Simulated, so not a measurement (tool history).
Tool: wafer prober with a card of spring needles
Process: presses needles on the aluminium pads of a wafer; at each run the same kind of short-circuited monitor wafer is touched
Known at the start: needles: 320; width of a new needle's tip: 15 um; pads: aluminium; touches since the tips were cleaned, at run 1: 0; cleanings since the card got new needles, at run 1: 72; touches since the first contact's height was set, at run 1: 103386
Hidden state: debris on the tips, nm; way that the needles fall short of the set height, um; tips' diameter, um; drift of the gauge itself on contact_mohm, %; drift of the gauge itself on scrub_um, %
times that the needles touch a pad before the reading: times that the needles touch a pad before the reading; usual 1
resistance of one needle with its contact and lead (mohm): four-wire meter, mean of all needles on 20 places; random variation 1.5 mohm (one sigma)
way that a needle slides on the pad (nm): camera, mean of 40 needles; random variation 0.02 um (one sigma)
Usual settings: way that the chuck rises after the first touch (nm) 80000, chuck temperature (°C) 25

run	day	way that the chuck rises after the first touch (nm)	chuck temperature (°C)	times that the needles touch a pad before the reading	touches since the tips were cleaned	cleanings since the card got new needles	touches since the first contact's height was set	resistance of one needle with its contact and lead (mohm)	way that a needle slides on the pad (nm)
1	0.000	80000	25	1	0	72	103386	138	19550
# day 0.950: tips cleaned on abrasive film
# day 1.712: tips cleaned on abrasive film
2	1.804	80000	25	1	1058	74	123644	151	19500
# day 2.558: tips cleaned on abrasive film
# day 3.317: tips cleaned on abrasive film
# day 4.238: tips cleaned on abrasive film
# day 4.804: height of the first contact set anew
# day 5.175: tips cleaned on abrasive film
3	5.462	80000	25	1	3243	78	7413	170	19710
# day 6.038: tips cleaned on abrasive film
# day 6.988: tips cleaned on abrasive film
4	7.600	80000	31	1	6910	80	31389	185	19690
# day 7.792: tips cleaned on abrasive film
# day 8.738: tips cleaned on abrasive film
# day 9.500: tips cleaned on abrasive film
# day 10.450: tips cleaned on abrasive film
5	10.517	80000	25	1	775	84	64111	148	19630
# day 11.279: tips cleaned on abrasive film
# day 12.038: tips cleaned on abrasive film
# day 12.979: tips cleaned on abrasive film
6	13.133	80000	25	1	1751	87	93480	161	19590
# day 13.896: tips cleaned on abrasive film
# day 14.817: tips cleaned on abrasive film
7	15.258	94000	25	1	4977	89	117336	167	22960
# day 15.642: tips cleaned on abrasive film
# day 16.592: tips cleaned on abrasive film
# day 17.542: tips cleaned on abrasive film
# day 18.429: tips cleaned on abrasive film
8	18.429	80000	49	1	0	93	152880	141	19470
# day 18.792: height of the first contact set anew
# day 19.362: tips cleaned on abrasive film
# day 20.312: tips cleaned on abrasive film
# day 21.171: tips cleaned on abrasive film
9	21.171	80000	91	1	0	96	26704	155	19680
# day 22.092: tips cleaned on abrasive film
# day 23.000: tips cleaned on abrasive film
# day 23.950: tips cleaned on abrasive film
10	24.246	80000	91	1	3363	99	61241	177	19620
# day 24.817: tips cleaned on abrasive film
# day 25.750: tips cleaned on abrasive film
11	26.446	80000	91	1	7852	101	85944	188	19590
# day 26.642: tips cleaned on abrasive film
# day 27.592: tips cleaned on abrasive film
# day 28.350: tips cleaned on abrasive film
# day 29.288: tips cleaned on abrasive film
12	29.712	80000	91	1	4814	105	122588	185	19530
# day 30.071: tips cleaned on abrasive film
# day 30.988: tips cleaned on abrasive film
13	31.733	80000	45	1	8386	107	145272	189	19470
# day 31.925: tips cleaned on abrasive film
# day 32.696: height of the first contact set anew
# day 32.888: tips cleaned on abrasive film
# day 33.838: tips cleaned on abrasive film
# day 34.617: tips cleaned on abrasive film
14	34.617	80000	45	1	0	111	21507	144	19690
# day 35.567: tips cleaned on abrasive film
# day 36.492: tips cleaned on abrasive film
# day 37.412: tips cleaned on abrasive film
15	37.896	69000	125	3	5454	114	58371	178	16920
# day 38.279: tips cleaned on abrasive film
# day 39.142: tips cleaned on abrasive film
16	39.554	80000	48	3	4642	116	76944	158	19610
# day 39.938: tips cleaned on abrasive film
# day 40.854: tips cleaned on abrasive film
# day 41.804: tips cleaned on abrasive film
17	42.167	71000	48	1	4098	119	106292	186	17310
# day 42.712: tips cleaned on abrasive film
# day 43.662: tips cleaned on abrasive film
18	44.017	66000	86	1	3994	121	127025	204	16090
# day 44.588: tips cleaned on abrasive film
# day 45.538: tips cleaned on abrasive film
19	45.667	66000	69	1	1472	123	145564	175	16000
# day 46.396: tips cleaned on abrasive film
# day 46.596: height of the first contact set anew
# day 47.338: tips cleaned on abrasive film
# day 48.133: tips cleaned on abrasive film
20	48.133	75000	33	2	0	126	17261	145	18460
# day 49.042: tips cleaned on abrasive film
# day 49.992: tips cleaned on abrasive film
# day 50.917: tips cleaned on abrasive film
# day 51.808: tips cleaned on abrasive film
21	51.808	70000	102	1	0	130	58494	162	17180
# day 52.571: tips cleaned on abrasive film
# day 53.329: tips cleaned on abrasive film
# day 54.279: tips cleaned on abrasive film
22	54.471	70000	102	1	2151	133	88380	187	17070
# day 55.050: tips cleaned on abrasive film
# day 55.996: tips cleaned on abrasive film
# day 56.946: tips cleaned on abrasive film
# day 57.896: tips cleaned on abrasive film
23	58.304	70000	102	1	4617	137	131424	201	17010
# day 58.679: tips cleaned on abrasive film
# day 59.629: tips cleaned on abrasive film
24	60.196	70000	102	1	6405	139	152653	209	16970
# day 60.396: tips cleaned on abrasive film
# day 60.600: height of the first contact set anew
# day 61.358: tips cleaned on abrasive film
# day 62.283: tips cleaned on abrasive film
# day 63.208: tips cleaned on abrasive film
25	63.942	80000	59	2	8249	143	37539	178	19670
# day 64.133: tips cleaned on abrasive film
# day 64.896: tips cleaned on abrasive film
# day 65.825: tips cleaned on abrasive film
# day 66.750: tips cleaned on abrasive film
26	66.821	80000	59	2	808	147	69817	155	19590
# day 67.583: tips cleaned on abrasive film
# day 68.533: tips cleaned on abrasive film
27	68.788	80000	45	1	2873	149	91890	179	19560

Forecast each of these 4 alternatives for the next run:
# day 69.354: tips cleaned on abrasive film
# day 70.262: tips cleaned on abrasive film
A	70.383	73000	124	1	1335	151	109797	?	?
# day 69.354: tips cleaned on abrasive film
# day 70.262: tips cleaned on abrasive film
B	70.383	64000	25	3	1335	151	109797	?	?
# day 69.354: tips cleaned on abrasive film
# day 70.262: tips cleaned on abrasive film
C	70.383	66000	47	2	1335	151	109797	?	?
# day 69.354: tips cleaned on abrasive film
# day 70.262: tips cleaned on abrasive film
D	70.383	63000	45	1	1335	151	109797	?	?

run	resistance of one needle with its contact and lead (mohm)	way that a needle slides on the pad (nm)
A	178	17790
B	152	15580
C	159	16090
D	174	15350
Without the tool's hidden state the same runs would have given:
run	resistance of one needle with its contact and lead (mohm)	way that a needle slides on the pad (nm)
A	156	18010
B	139	15790
C	141	16310
D	143	15560
